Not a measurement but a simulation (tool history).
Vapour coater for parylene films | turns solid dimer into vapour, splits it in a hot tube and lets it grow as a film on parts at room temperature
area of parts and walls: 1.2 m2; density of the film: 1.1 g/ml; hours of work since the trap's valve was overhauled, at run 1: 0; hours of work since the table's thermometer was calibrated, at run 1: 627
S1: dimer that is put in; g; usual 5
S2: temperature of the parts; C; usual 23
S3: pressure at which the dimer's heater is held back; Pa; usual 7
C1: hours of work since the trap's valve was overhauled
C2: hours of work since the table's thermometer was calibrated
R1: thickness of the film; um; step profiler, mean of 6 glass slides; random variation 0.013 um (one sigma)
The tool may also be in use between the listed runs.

{"run": 1, "hour": 0.0, "S1": 5, "S2": 23, "S3": 7, "C1": 0, "C2": 627, "R1": 2.02}
{"run": 2, "hour": 62.2, "S1": 5, "S2": 23, "S3": 7, "C1": 47, "C2": 674, "R1": 2}
{"run": 3, "hour": 125.4, "S1": 3, "S2": 23, "S3": 7, "C1": 95, "C2": 722, "R1": 1.16}
{"run": 4, "hour": 161.1, "S1": 5, "S2": 23, "S3": 7, "C1": 122, "C2": 749, "R1": 1.96}
{"run": 5, "hour": 200.9, "S1": 5, "S2": 23, "S3": 7, "C1": 152, "C2": 779, "R1": 1.95}
{"run": 6, "hour": 247.2, "S1": 5, "S2": 23, "S3": 7, "C1": 187, "C2": 814, "R1": 1.91}
{"run": 7, "hour": 316.3, "S1": 5, "S2": 23, "S3": 7, "C1": 239, "C2": 866, "R1": 1.88}
{"run": 8, "hour": 394.8, "S1": 5, "S2": 23, "S3": 7, "C1": 299, "C2": 926, "R1": 1.86}
{"run": 9, "hour": 467.6, "S1": 4, "S2": 23, "S3": 7, "C1": 354, "C2": 981, "R1": 1.47}
{"run": 10, "hour": 508.1, "S1": 4, "S2": 23, "S3": 7, "C1": 385, "C2": 1012, "R1": 1.47}
{"run": 11, "hour": 595.4, "S1": 4, "S2": 23, "S3": 7, "C1": 451, "C2": 1078, "R1": 1.43}
{"run": 12, "hour": 651.2, "S1": 3, "S2": 26, "S3": 3.17, "C1": 493, "C2": 1120, "R1": 1.09}
{"hour": 699.3, "done": "trap's valve overhauled"}
{"run": 13, "hour": 710.1, "S1": 4, "S2": 26, "S3": 9.24, "C1": 8, "C2": 1161, "R1": 1.38}
{"run": 14, "hour": 769.6, "S1": 2, "S2": 26, "S3": 9.24, "C1": 53, "C2": 1206, "R1": 0.68}
{"run": 15, "hour": 835.0, "S1": 4, "S2": 25, "S3": 2.01, "C1": 103, "C2": 1256, "R1": 1.82}
{"run": 16, "hour": 892.9, "S1": 5, "S2": 29, "S3": 3.56, "C1": 147, "C2": 1300, "R1": 1.78}
{"run": 17, "hour": 953.5, "S1": 4, "S2": 23, "S3": 2.34, "C1": 192, "C2": 1346, "R1": 1.87}
{"run": 18, "hour": 1012.2, "S1": 4, "S2": 23, "S3": 2.34, "C1": 237, "C2": 1390, "R1": 1.83}
{"run": 19, "hour": 1049.3, "S1": 4, "S2": 23, "S3": 2.34, "C1": 265, "C2": 1418, "R1": 1.81}
{"run": 20, "hour": 1136.8, "S1": 5, "S2": 26, "S3": 2.52, "C1": 331, "C2": 1484, "R1": 2}
{"run": 21, "hour": 1184.8, "S1": 7, "S2": 16, "S3": 7.42, "C1": 367, "C2": 1521, "R1": 3.21}

The next listed run, before its measurement:
{"run": 22, "hour": 1261.7, "S1": 7, "S2": 16, "S3": 7.42, "C1": 426, "C2": 1579, "R1": "?"}

Run 22 gave R1 3.16 um.
Without the tool's hidden state the same run would have given R1 3.5 um.
